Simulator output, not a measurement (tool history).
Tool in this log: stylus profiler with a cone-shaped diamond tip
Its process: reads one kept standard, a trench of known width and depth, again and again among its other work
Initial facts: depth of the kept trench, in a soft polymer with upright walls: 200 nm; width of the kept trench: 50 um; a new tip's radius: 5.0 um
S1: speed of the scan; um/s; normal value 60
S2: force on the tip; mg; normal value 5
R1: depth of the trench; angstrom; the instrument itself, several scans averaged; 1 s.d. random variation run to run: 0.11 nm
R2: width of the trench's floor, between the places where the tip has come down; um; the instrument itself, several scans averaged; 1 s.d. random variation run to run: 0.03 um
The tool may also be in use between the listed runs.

| run | hour | S1 | S2 | R1 | R2 |
|---|---|---|---|---|---|
| 1 | 0 | 60 | 5 | 2046.2 | 46.98 |
| 2 | 11.2 | 60 | 5 | 2048.7 | 46.99 |
| 3 | 23.2 | 60 | 2.36 | 2029.3 | 46.87 |
| 4 | 31.3 | 60 | 5 | 2048.1 | 47 |
| 5 | 48.6 | 60 | 5 | 2048.1 | 47 |
| 6 | 64.2 | 60 | 5 | 2048.5 | 46.95 |
| 7 | 75.9 | 60 | 12.06 | 2088.5 | 47.06 |
| 8 | 85.9 | 60 | 12.06 | 2088.8 | 47.03 |
| 9 | 100.6 | 60 | 1.81 | 2025 | 46.83 |
| 10 | 117.4 | 60 | 1.81 | 2025.7 | 46.83 |
| 11 | 127.1 | 60 | 1.81 | 2025.7 | 46.85 |
| 12 | 141.2 | 60 | 5 | 2049.8 | 46.94 |
| 13 | 151.2 | 60 | 5 | 2048.8 | 46.94 |
| 14 | 164.2 | 60 | 5 | 2049.3 | 46.97 |
| 15 | 179.9 | 97 | 2.58 | 2030.3 | 46.7 |
| 16 | 194.8 | 97 | 2.58 | 2034.1 | 46.7 |
| 17 | 209.8 | 52 | 2.73 | 2032.1 | 46.92 |
| 18 | 226.8 | 21 | 1.81 | 2024.1 | 47.09 |
| 19 | 239.4 | 20 | 10.82 | 2082.4 | 47.14 |
| 20 | 254.1 | 50 | 9.19 | 2073.8 | 47.06 |
| 21 | 270.4 | 183 | 5 | 2048.5 | 46.58 |
| 22 | 282.1 | 38 | 2.26 | 2027.1 | 47.04 |
| 23 | 289.3 | 16 | 3.06 | 2033.8 | 47.11 |
| 24 | 298 | 16 | 3.06 | 2037.8 | 47.07 |
| 25 | 312.9 | 16 | 3.06 | 2035.6 | 47.14 |
| 26 | 323.7 | 52 | 1.87 | 2026.4 | 46.86 |
| 27 | 340.2 | 52 | 1.87 | 2025.9 | 46.83 |

Consider 3 possible next runs. They are alternatives, not a sequence: every one starts from the tool as it was left by run 27. What does each give?
| A | 352.3 | 121 | 2.83 | ? | ? |
| B | 352.3 | 37 | 2.44 | ? | ? |
| C | 352.3 | 52 | 12.38 | ? | ? |

| run | R1 | R2 |
|---|---|---|
| A | 2032.5 | 46.61 |
| B | 2030.1 | 47.06 |
| C | 2089 | 47.12 |
Take away the tool's hidden state, keep each run's random variation, and the runs would have read:
| run | R1 | R2 |
|---|---|---|
| A | 2032.4 | 46.62 |
| B | 2030 | 47.06 |
| C | 2089 | 47.12 |

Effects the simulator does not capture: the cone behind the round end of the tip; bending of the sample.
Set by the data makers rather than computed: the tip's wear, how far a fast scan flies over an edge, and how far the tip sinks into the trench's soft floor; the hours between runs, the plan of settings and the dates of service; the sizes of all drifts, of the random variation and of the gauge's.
